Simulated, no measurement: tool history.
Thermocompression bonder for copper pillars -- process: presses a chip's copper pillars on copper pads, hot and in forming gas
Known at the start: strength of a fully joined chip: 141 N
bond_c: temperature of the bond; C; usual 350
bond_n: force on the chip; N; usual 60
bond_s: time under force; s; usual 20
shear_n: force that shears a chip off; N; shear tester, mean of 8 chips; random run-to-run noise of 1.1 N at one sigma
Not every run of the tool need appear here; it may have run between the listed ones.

run 1 day=0.000 | bond_c=350 bond_n=60 bond_s=20 | shear_n=102.0
run 2 day=0.158 | bond_c=350 bond_n=60 bond_s=20 | shear_n=100.2
run 3 day=0.504 | bond_c=350 bond_n=60 bond_s=20 | shear_n=101.6
run 4 day=0.717 | bond_c=350 bond_n=60 bond_s=20 | shear_n=99.8
run 5 day=0.929 | bond_c=350 bond_n=59 bond_s=20 | shear_n=100.7
run 6 day=1.175 | bond_c=371 bond_n=59 bond_s=20 | shear_n=117.3
run 7 day=1.504 | bond_c=371 bond_n=59 bond_s=20 | shear_n=116.2
run 8 day=1.700 | bond_c=371 bond_n=59 bond_s=20 | shear_n=114.4
run 9 day=1.912 | bond_c=350 bond_n=60 bond_s=20 | shear_n=102.1
run 10 day=2.133 | bond_c=350 bond_n=60 bond_s=20 | shear_n=103.1
run 11 day=2.371 | bond_c=350 bond_n=60 bond_s=24 | shear_n=107.2
run 12 day=2.600 | bond_c=350 bond_n=44 bond_s=20 | shear_n=84.3
run 13 day=2.892 | bond_c=350 bond_n=60 bond_s=13 | shear_n=89.8
run 14 day=3.088 | bond_c=350 bond_n=60 bond_s=13 | shear_n=89.4
run 15 day=3.288 | bond_c=350 bond_n=60 bond_s=13 | shear_n=91.9
run 16 day=3.579 | bond_c=350 bond_n=68 bond_s=20 | shear_n=108.5
run 17 day=3.946 | bond_c=350 bond_n=68 bond_s=20 | shear_n=107.9
run 18 day=4.154 | bond_c=350 bond_n=68 bond_s=20 | shear_n=108.7
run 19 day=4.392 | bond_c=350 bond_n=68 bond_s=20 | shear_n=109.2
run 20 day=4.558 | bond_c=350 bond_n=38 bond_s=20 | shear_n=74.6
run 21 day=4.767 | bond_c=350 bond_n=65 bond_s=20 | shear_n=106.0
run 22 day=4.992 | bond_c=350 bond_n=65 bond_s=20 | shear_n=106.3
run 23 day=5.221 | bond_c=350 bond_n=65 bond_s=20 | shear_n=106.5
run 24 day=5.433 | bond_c=379 bond_n=76 bond_s=52 | shear_n=136.0
run 25 day=5.800 | bond_c=379 bond_n=75 bond_s=26 | shear_n=132.3
run 26 day=6.071 | bond_c=379 bond_n=75 bond_s=26 | shear_n=133.1
run 27 day=6.454 | bond_c=368 bond_n=85 bond_s=15 | shear_n=125.5
run 28 day=6.808 | bond_c=380 bond_n=45 bond_s=19 | shear_n=105.0
run 29 day=7.017 | bond_c=380 bond_n=45 bond_s=19 | shear_n=106.0
run 30 day=7.196 | bond_c=370 bond_n=60 bond_s=20 | shear_n=117.4
run 31 day=7.404 | bond_c=364 bond_n=78 bond_s=11 | shear_n=113.0
run 32 day=7.688 | bond_c=364 bond_n=53 bond_s=11 | shear_n=91.0
run 33 day=8.042 | bond_c=321 bond_n=53 bond_s=42 | shear_n=88.3
run 34 day=8.271 | bond_c=341 bond_n=60 bond_s=20 | shear_n=94.2
run 35 day=8.508 | bond_c=372 bond_n=57 bond_s=26 | shear_n=120.7
run 36 day=8.867 | bond_c=324 bond_n=88 bond_s=37 | shear_n=114.7
run 37 day=9.125 | bond_c=380 bond_n=81 bond_s=57 | shear_n=135.7
run 38 day=9.429 | bond_c=333 bond_n=41 bond_s=16 | shear_n=59.5
run 39 day=9.762 | bond_c=333 bond_n=41 bond_s=16 | shear_n=60.7
run 40 day=9.967 | bond_c=333 bond_n=41 bond_s=16 | shear_n=62.8
run 41 day=10.229 | bond_c=338 bond_n=60 bond_s=13 | shear_n=80.2

For some of the steps in shear_n from one run to the next: how much would appear even if the tool had no hidden state, given the settings, what came in and random variation, and how much remains for the hidden state plus any gauge scatter that the measured result and the result without hidden state don't share?
What the log doesn't record here: true temperature of the bond over the reading, C; force that reaches the chip, % of what is set; oxide that the forming gas leaves, % of the face; drift of the gauge itself on shear_n, %.
Run 19 -> 20: bond_n 68 -> 38. shear_n -34.6 N: hidden state +0.7, all else -35.3.
Run 20 -> 21: bond_n 38 -> 65. shear_n +31.4 N: hidden state -0.5, all else +31.9.
Run 23 -> 24: bond_c 350 -> 379, bond_n 65 -> 76, bond_s 20 -> 52. shear_n +29.5 N: hidden state -3.0, all else +32.5.
Run 36 -> 37: bond_c 324 -> 380, bond_n 88 -> 81, bond_s 37 -> 57. shear_n +21.0 N: hidden state -3.3, all else +24.3.
Run 37 -> 38: bond_c 380 -> 333, bond_n 81 -> 41, bond_s 57 -> 16. shear_n -76.2 N: hidden state +4.4, all else -80.6.
